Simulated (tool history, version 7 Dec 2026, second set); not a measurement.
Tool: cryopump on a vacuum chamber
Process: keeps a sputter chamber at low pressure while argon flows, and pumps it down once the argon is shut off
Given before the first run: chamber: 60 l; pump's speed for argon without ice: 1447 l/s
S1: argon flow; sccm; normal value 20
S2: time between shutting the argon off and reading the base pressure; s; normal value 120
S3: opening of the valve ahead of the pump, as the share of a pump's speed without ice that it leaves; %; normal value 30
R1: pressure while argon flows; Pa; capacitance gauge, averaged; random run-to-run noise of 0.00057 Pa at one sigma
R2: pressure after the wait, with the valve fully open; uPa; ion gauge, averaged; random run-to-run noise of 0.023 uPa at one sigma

run,hour,S1,S2,S3,R1,R2
1,0.0,20,120,30,0.0790,1.52
2,10.4,20,117,30,0.0799,1.56
3,19.6,20,117,30,0.0787,1.55
4,28.0,20,90,30,0.0804,1.75
5,35.6,20,120,30,0.0809,1.57
6,49.4,9,120,30,0.0365,1.62
7,61.7,9,120,26,0.0409,1.57
8,71.9,9,120,26,0.0418,1.52
9,85.1,9,231,26,0.0417,1.29
10,98.1,9,231,26,0.0424,1.32
11,113.4,9,231,26,0.0398,1.26
12,120.3,16,20,35,0.0551,4.66
13,134.7,16,20,35,0.0549,4.65
14,142.1,15,225,35,0.0522,1.32
15,157.1,9,124,57,0.0194,1.60
16,170.4,23,61,15,0.1823,2.17
17,179.4,8,26,30,0.0318,3.86
18,192.2,16,57,53,0.0374,2.30
19,203.3,16,57,53,0.0370,2.24
20,214.4,20,39,23,0.1034,2.90
21,222.9,20,39,23,0.1039,2.87
22,236.3,20,39,23,0.1042,2.88

Hidden state or all else? Some run-to-run changes of R1, split into what the settings, what came in and random variation would give without the hidden state, and what is left for the hidden state (with any gauge scatter that isn't in both results):
Hidden state present: pump's speed, % of a pump's without ice; cold plate's temperature, K; leak into the chamber, uPa l/s; drift of the gauge itself on working_pa, %; drift of the gauge itself on base_upa, %.
Run 15 -> 16: S1 9 -> 23, S2 124 -> 61, S3 57 -> 15. R1 +0.1629 Pa: hidden state +0.0017, all else +0.1612.
Run 16 -> 17: S1 23 -> 8, S2 61 -> 26, S3 15 -> 30. R1 -0.1505 Pa: hidden state -0.0018, all else -0.1487.
